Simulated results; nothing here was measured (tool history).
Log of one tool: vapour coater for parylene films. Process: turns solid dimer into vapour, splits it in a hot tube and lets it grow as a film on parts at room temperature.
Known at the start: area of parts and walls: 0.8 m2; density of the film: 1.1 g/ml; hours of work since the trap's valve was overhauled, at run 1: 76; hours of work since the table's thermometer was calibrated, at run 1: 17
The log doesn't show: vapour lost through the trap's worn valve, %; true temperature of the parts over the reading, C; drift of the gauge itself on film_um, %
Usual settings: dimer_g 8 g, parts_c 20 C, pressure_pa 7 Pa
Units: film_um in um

run    day  dimer_g  parts_c  pressure_pa  hours of work since the trap's valve was overhauled  hours of work since the table's thermometer was calibrated  film_um
  1  0.000        8       20            7                                                   76                                                          17     5.52
  2  0.538        8       20            7                                                   87                                                          28     5.60
  3  1.062        8       20            7                                                   98                                                          39     5.58
  4  1.704        8       20            7                                                  111                                                          52     5.63
  5  2.379        8       20            7                                                  125                                                          66     5.61
  6  2.921        8       20            7                                                  136                                                          77     5.58
  7  3.229        8       20            7                                                  142                                                          83     5.58
  8  3.646        8       20            7                                                  150                                                          92     5.60

Forecast run 9:
  9  4.317        6       20            7                                                  164                                                         106        ?

{"run 9": {"film_um": 4.15}}
Without the tool's hidden state the same run would have given film_um 4.26 um.

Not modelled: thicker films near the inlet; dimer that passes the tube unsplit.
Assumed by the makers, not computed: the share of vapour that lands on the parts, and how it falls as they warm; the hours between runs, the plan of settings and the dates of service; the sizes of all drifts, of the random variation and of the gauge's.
